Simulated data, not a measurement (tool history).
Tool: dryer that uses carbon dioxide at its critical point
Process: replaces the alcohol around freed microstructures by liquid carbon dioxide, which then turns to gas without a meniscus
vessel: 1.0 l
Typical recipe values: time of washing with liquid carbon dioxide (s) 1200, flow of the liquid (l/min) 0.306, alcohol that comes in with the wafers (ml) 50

| run | hour | time of washing with liquid carbon dioxide (s) | flow of the liquid (l/min) | alcohol that comes in with the wafers (ml) | alcohol left in the vessel before it's heated (ppm by volume) |
|---|---|---|---|---|---|
| 1 | 0 | 1200 | 0.306 | 50 | 771 |
| 2 | 21.4 | 1200 | 0.306 | 50 | 757 |
| 3 | 50.7 | 1200 | 0.379 | 50 | 297 |
| 4 | 68.3 | 1200 | 0.379 | 50 | 290 |
| 5 | 96.4 | 1200 | 0.306 | 50 | 797 |
| 6 | 131.6 | 1200 | 0.497 | 50 | 71 |
| 7 | 169.9 | 1200 | 0.472 | 50 | 97 |
| 8 | 188.5 | 1200 | 0.306 | 99 | 1588 |
| 9 | 220.2 | 1200 | 0.306 | 99 | 1598 |
| 10 | 239.5 | 1200 | 0.306 | 99 | 1652 |
| 11 | 273.8 | 1200 | 0.306 | 99 | 1662 |
| 12 | 293.6 | 1200 | 0.306 | 50 | 837 |
| 13 | 309.9 | 1200 | 0.306 | 50 | 839 |
| 14 | 344.8 | 1200 | 0.306 | 50 | 864 |
| 15 | 382.6 | 1200 | 0.306 | 50 | 865 |
| 16 | 418.5 | 1200 | 0.306 | 50 | 869 |
| 17 | 446 | 1200 | 0.306 | 50 | 911 |
| 18 | 462.5 | 1200 | 0.306 | 50 | 934 |
| 19 | 480.7 | 1200 | 0.306 | 50 | 913 |
| 20 | 497.1 | 1200 | 0.306 | 34 | 631 |
| 21 | 524.9 | 1200 | 0.306 | 34 | 623 |
| 22 | 563.5 | 1200 | 0.306 | 50 | 956 |
| 23 | 580.2 | 720 | 0.42 | 31 | 1146 |
| 24 | 607.8 | 720 | 0.255 | 31 | 4250 |
| 25 | 633.9 | 1440 | 0.306 | 50 | 442 |
| 26 | 671.6 | 1440 | 0.306 | 50 | 457 |
| 27 | 697.3 | 1440 | 0.306 | 50 | 468 |
| 28 | 713 | 1260 | 0.232 | 72 | 3194 |
| 29 | 751.4 | 1920 | 0.191 | 50 | 998 |
| 30 | 768 | 1920 | 0.191 | 50 | 1047 |
| 31 | 785.6 | 1140 | 0.208 | 43 | 3405 |
| 32 | 823.4 | 1140 | 0.278 | 101 | 3477 |
| 33 | 847.4 | 1860 | 0.206 | 50 | 890 |
| 34 | 869.5 | 960 | 0.427 | 23 | 311 |
| 35 | 901.2 | 1020 | 0.427 | 67 | 693 |
| 36 | 925.5 | 720 | 0.243 | 67 | 10431 |
| 37 | 959.2 | 1200 | 0.303 | 25 | 596 |
| 38 | 996.5 | 900 | 0.253 | 50 | 4620 |
| 39 | 1027.4 | 1260 | 0.303 | 23 | 463 |
| 40 | 1045 | 1260 | 0.303 | 23 | 458 |
|  | 1071.8 | inlet filter changed |
| 41 | 1079.9 | 1620 | 0.227 | 70 | 969 |
| 42 | 1102.9 | 1200 | 0.217 | 49 | 2431 |
| 43 | 1132.8 | 1200 | 0.217 | 49 | 2360 |
| 44 | 1162.2 | 1200 | 0.217 | 39 | 1857 |

Here are 4 independent what-if runs from the current tool condition. What would each one return?
| A | 1195 | 1560 | 0.355 | 50 | ? |
| B | 1195 | 1200 | 0.284 | 56 | ? |
| C | 1195 | 1560 | 0.217 | 37 | ? |
| D | 1195 | 1560 | 0.217 | 39 | ? |

| run | alcohol left in the vessel before it's heated (ppm by volume) |
|---|---|
| A | 120 |
| B | 1099 |
| C | 750 |
| D | 823 |
Without the tool's unlogged condition, the same runs would have read:
| run | alcohol left in the vessel before it's heated (ppm by volume) |
|---|---|
| A | 79 |
| B | 1019 |
| C | 685 |
| D | 754 |

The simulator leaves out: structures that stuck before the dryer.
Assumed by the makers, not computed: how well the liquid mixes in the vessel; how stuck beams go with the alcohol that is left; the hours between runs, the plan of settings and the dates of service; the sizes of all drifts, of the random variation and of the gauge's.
